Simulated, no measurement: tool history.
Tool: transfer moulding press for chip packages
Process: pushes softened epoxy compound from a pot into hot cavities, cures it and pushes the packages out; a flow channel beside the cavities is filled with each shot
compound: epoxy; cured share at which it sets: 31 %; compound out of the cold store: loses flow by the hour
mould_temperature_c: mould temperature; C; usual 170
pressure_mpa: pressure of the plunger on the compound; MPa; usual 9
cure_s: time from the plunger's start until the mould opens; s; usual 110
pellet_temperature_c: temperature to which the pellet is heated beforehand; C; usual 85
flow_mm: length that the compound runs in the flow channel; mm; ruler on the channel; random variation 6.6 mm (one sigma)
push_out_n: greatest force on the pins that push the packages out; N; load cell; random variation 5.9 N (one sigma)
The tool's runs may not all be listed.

run	hour	mould_temperature_c	pressure_mpa	cure_s	pellet_temperature_c	incoming compound's hours out of the cold store	flow_mm	push_out_n
1	0	170	9	110	85	25.1	691	210
2	11.9	170	9	110	85	31.2	663	211
3	30.2	170	9	110	85	17.6	707	206
4	49.9	170	9	110	85	13.1	738	224
# hour 62.7: cavities cleaned with cleaning compound and waxed
5	69.8	170	9	110	85	38	631	218
6	83.4	170	9	110	85	18.4	718	212
7	96.5	170	9	110	85	18.9	711	218
8	120.8	170	9	110	85	13.4	735	223
# hour 125.6: cavities cleaned with cleaning compound and waxed
9	138.9	166	9	111	85	25.2	686	255
10	155.3	177	9	120	88	32.4	644	196
11	181.5	168	7.85	95	88	22.1	651	326
# hour 189.1: cavities cleaned with cleaning compound and waxed
12	202.9	168	7.85	132	89	9.8	708	205
13	227.3	171	7.85	132	93	20.1	659	182
# hour 253.1: cavities cleaned with cleaning compound and waxed
14	254	176	7.47	93	90	16.4	637	195
15	270.4	167	8.7	144	77	45	599	188
16	292.9	170	9	143	85	27	681	197

Forecast each of these 5 alternatives for the next run:
# hour 307.6: plunger's sealing rings changed
# hour 318.3: cavities cleaned with cleaning compound and waxed
A	318.5	170	9	101	85	25.8	?	?
# hour 307.6: plunger's sealing rings changed
# hour 318.3: cavities cleaned with cleaning compound and waxed
B	318.5	170	9	133	76	21	?	?
# hour 307.6: plunger's sealing rings changed
# hour 318.3: cavities cleaned with cleaning compound and waxed
C	318.5	170	9	106	95	41	?	?
# hour 307.6: plunger's sealing rings changed
# hour 318.3: cavities cleaned with cleaning compound and waxed
D	318.5	172	9	110	78	11.2	?	?
# hour 307.6: plunger's sealing rings changed
# hour 318.3: cavities cleaned with cleaning compound and waxed
E	318.5	170	9	110	81	42.9	?	?

run	flow_mm	push_out_n
A	684	239
B	710	194
C	626	210
D	740	206
E	623	211
Without the tool's hidden state the same runs would have given:
run	flow_mm	push_out_n
A	684	239
B	710	194
C	626	210
D	740	206
E	623	211

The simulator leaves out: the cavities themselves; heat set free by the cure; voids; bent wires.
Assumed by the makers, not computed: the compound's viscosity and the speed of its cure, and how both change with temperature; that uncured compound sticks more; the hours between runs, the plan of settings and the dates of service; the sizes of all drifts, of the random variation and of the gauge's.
